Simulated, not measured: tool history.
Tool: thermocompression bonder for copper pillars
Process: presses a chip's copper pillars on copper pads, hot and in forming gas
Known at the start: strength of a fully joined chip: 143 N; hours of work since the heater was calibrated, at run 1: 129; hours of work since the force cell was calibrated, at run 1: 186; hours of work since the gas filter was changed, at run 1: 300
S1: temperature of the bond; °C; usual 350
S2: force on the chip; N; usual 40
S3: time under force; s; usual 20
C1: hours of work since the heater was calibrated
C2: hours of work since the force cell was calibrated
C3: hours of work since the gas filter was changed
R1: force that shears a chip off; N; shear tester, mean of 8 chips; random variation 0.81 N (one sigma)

| run | hour | S1 | S2 | S3 | C1 | C2 | C3 | R1 |
|---|---|---|---|---|---|---|---|---|
| 1 | 0 | 350 | 40 | 20 | 129 | 186 | 300 | 58.2 |
| 2 | 10.4 | 350 | 40 | 20 | 134 | 190 | 305 | 56.3 |
| 3 | 22.8 | 350 | 40 | 20 | 139 | 196 | 310 | 56.9 |
| 4 | 30.9 | 350 | 40 | 20 | 143 | 199 | 314 | 56 |
| 5 | 43.4 | 350 | 40 | 20 | 148 | 205 | 319 | 56.9 |
| 6 | 49.6 | 350 | 40 | 20 | 151 | 208 | 322 | 57.1 |
| 7 | 60 | 350 | 40 | 20 | 156 | 212 | 327 | 56.7 |
| 8 | 73.1 | 350 | 40 | 20 | 162 | 218 | 333 | 54.8 |
| 9 | 81.8 | 350 | 40 | 20 | 165 | 222 | 337 | 58.2 |
| 10 | 95.2 | 350 | 40 | 20 | 171 | 228 | 343 | 56.3 |
| 11 | 102.1 | 350 | 40 | 20 | 174 | 231 | 346 | 56.9 |
| 12 | 108.6 | 350 | 40 | 44 | 177 | 234 | 348 | 73.2 |
| 13 | 118 | 350 | 40 | 44 | 181 | 238 | 353 | 73 |
| 14 | 130.5 | 350 | 40 | 20 | 187 | 244 | 358 | 57.1 |
| 15 | 138.2 | 350 | 40 | 20 | 190 | 247 | 362 | 56.8 |
| 16 | 149.3 | 350 | 40 | 46 | 195 | 252 | 367 | 74.3 |
| 17 | 157 | 350 | 40 | 20 | 199 | 256 | 370 | 55.6 |
| 18 | 163.2 | 350 | 57 | 20 | 202 | 258 | 373 | 70 |
| 19 | 169.2 | 350 | 57 | 20 | 204 | 261 | 375 | 67.9 |
| 20 | 180.5 | 375 | 57 | 20 | 209 | 266 | 380 | 84.1 |
| 21 | 187.1 | 379 | 53 | 32 | 212 | 269 | 383 | 94 |
| 22 | 192.6 | 379 | 53 | 32 | 215 | 271 | 386 | 92.8 |
|  | 194.7 | force cell calibrated |
| 23 | 200.6 | 323 | 40 | 49 | 218 | 3 | 389 | 58.2 |
| 24 | 207.9 | 323 | 40 | 49 | 221 | 6 | 392 | 55.7 |
| 25 | 215.9 | 355 | 40 | 20 | 224 | 9 | 396 | 58.3 |
|  | 227.5 | force cell calibrated, once more |
| 26 | 228.8 | 352 | 52 | 20 | 229 | 1 | 401 | 62.6 |
| 27 | 240.7 | 352 | 52 | 20 | 235 | 6 | 406 | 65.9 |
|  | 252.9 | forming gas filter changed |
| 28 | 254.7 | 335 | 28 | 48 | 241 | 12 | 1 | 56.3 |
| 29 | 261.2 | 350 | 57 | 43 | 244 | 15 | 4 | 92.4 |
| 30 | 273.4 | 375 | 40 | 20 | 249 | 20 | 9 | 75.4 |
| 31 | 284.4 | 375 | 40 | 20 | 254 | 25 | 14 | 75.1 |
| 32 | 291.8 | 326 | 40 | 20 | 257 | 28 | 17 | 44.7 |
| 33 | 299.8 | 326 | 40 | 20 | 261 | 32 | 21 | 45.2 |

4 ways to go on from here, each from the tool as it stands after run 33. What would each give?
| A | 309.6 | 335 | 30 | 12 | 265 | 36 | 25 | ? |
| B | 309.6 | 326 | 40 | 50 | 265 | 36 | 25 | ? |
| C | 309.6 | 326 | 49 | 13 | 265 | 36 | 25 | ? |
| D | 309.6 | 326 | 40 | 47 | 265 | 36 | 25 | ? |

| run | R1 |
|---|---|
| A | 33.1 |
| B | 64.5 |
| C | 43.1 |
| D | 65 |
Without the tool's hidden state the same runs would have given:
| run | R1 |
|---|---|
| A | 36.2 |
| B | 69.6 |
| C | 47 |
| D | 70.1 |
